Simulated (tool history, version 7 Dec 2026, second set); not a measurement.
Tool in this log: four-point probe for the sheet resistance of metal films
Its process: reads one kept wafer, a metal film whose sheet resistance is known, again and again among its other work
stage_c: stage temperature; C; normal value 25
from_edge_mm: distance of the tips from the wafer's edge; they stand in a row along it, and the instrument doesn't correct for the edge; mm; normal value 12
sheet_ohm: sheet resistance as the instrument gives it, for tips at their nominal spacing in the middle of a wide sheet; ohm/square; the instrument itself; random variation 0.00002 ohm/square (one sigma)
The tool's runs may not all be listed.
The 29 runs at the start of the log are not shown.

run	hour	stage_c	from_edge_mm	touches since the probe head was changed	hours of work since the stage's thermometer was calibrated	sheet_ohm
30	689.4	24	12	23738	83	0.099117
31	706	33	13	24087	91	0.098507
32	733	18	36	24655	103	0.099194
33	748.5	18	36	24980	111	0.099223
34	779.3	25	28	25629	125	0.098771
35	804.8	19	8	26165	137	0.099931
36	826.1	18	4	26612	147	0.102392
37	839.9	18	4	26903	154	0.102383
38	865.9	21	25	27450	166	0.099051
39	892.7	25	9	28013	178	0.09939
40	922.2	26	36	28633	192	0.09871
41	946.2	23	36	29138	204	0.098931
42	967.7	25	23	29592	214	0.098819
43	995.9	22	5	30183	227	0.101047
44	1026.9	33	8	30836	242	0.099054

Predict each of these 4 candidate next runs independently; none follows another, all start after run 44:
A	1041.7	31	3	31147	249	?
B	1041.7	23	16	31147	249	?
C	1041.7	24	8	31147	249	?
D	1041.7	22	7	31147	249	?

run	sheet_ohm
A	0.103906
B	0.099091
C	0.099636
D	0.100026
Stripped of hidden state, with their random variation kept, the same runs would have yielded:
run	sheet_ohm
A	0.103716
B	0.098909
C	0.099453
D	0.099843
